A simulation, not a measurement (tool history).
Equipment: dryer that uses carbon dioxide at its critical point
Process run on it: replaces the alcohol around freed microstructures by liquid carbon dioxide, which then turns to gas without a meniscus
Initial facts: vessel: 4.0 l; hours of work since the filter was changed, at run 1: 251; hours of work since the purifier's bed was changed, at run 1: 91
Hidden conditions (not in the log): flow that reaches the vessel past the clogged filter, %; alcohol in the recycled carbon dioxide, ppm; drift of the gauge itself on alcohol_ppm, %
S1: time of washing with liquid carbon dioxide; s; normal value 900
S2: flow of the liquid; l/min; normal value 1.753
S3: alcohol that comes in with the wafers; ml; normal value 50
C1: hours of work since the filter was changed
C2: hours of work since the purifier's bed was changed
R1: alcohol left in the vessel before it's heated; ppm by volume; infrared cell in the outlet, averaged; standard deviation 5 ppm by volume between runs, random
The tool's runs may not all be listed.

run,hour,S1,S2,S3,C1,C2,R1
1,0,900,1.753,50,251,91,63
2,10,1320,1.753,50,258,98,20
3,16.6,1320,1.753,50,263,103,16
4,24.2,900,1.753,50,268,108,60
5,28.9,900,1.753,50,271,112,62
6,38.6,900,1.753,50,278,118,66
7,42.9,900,1.753,50,281,121,61
8,47.7,900,1.753,50,284,125,59
9,53.2,900,1.753,50,288,128,71
10,58.1,900,1.753,50,292,132,66
11,67.6,720,1.753,50,298,138,176
12,73.5,720,1.753,50,302,143,186
13,79.5,720,1.753,50,306,147,180
14,87.3,900,1.23,50,312,152,291
15,95.1,900,2.26,50,317,158,35
16,99.7,780,2.26,50,320,161,51
17,105.2,780,2.26,50,324,165,52
18,110,780,2.26,50,328,168,54
19,115.7,900,1.753,50,332,172,73
20,122.8,900,1.753,104,337,177,142
21,129.5,900,1.753,104,341,182,148
22,137.8,900,1.753,30,347,187,53
# hour 143.8: inlet filter changed
23,147.8,900,1.753,30,3,194,50
24,156.2,1080,1.753,20,9,199,32
25,165.9,900,1.65,20,15,206,38
26,170.7,1020,1.75,52,19,210,38
27,176.4,1020,1.35,27,23,213,54
28,186.1,900,1.753,21,29,220,32
29,192.2,900,1.753,21,34,225,42
30,200.6,900,2.41,67,40,230,32
31,206.3,900,2.41,101,43,234,35
32,213.1,840,2.61,117,48,239,35
33,222.1,600,1.48,117,54,245,959
34,232.5,900,1.753,36,62,253,42
35,241.6,600,2.97,27,68,259,31
36,245.9,900,1.27,20,71,262,85
37,255.2,900,1.27,20,77,268,85
38,263.9,780,2.19,26,84,274,25
39,269.2,780,2.19,82,87,278,60
40,277.7,780,2.19,82,93,284,60
41,286.1,660,2.13,82,99,290,137
42,292.6,840,1.18,22,104,294,147
43,298.3,1200,1.54,50,107,298,39
44,302.7,540,2.42,99,111,301,230
45,307.9,540,2.31,26,114,305,95
46,318,900,1.753,24,121,312,52

Here are 3 independent what-if runs from the current tool condition. What would each one return?
A,327.4,1260,1.753,36,128,319,?
B,327.4,900,2.8,24,128,319,?
C,327.4,720,1.86,45,128,319,?

run,R1
A,37
B,26
C,114
Without the tool's unlogged condition, the same runs would have read:
run,R1
A,8
B,0
C,66

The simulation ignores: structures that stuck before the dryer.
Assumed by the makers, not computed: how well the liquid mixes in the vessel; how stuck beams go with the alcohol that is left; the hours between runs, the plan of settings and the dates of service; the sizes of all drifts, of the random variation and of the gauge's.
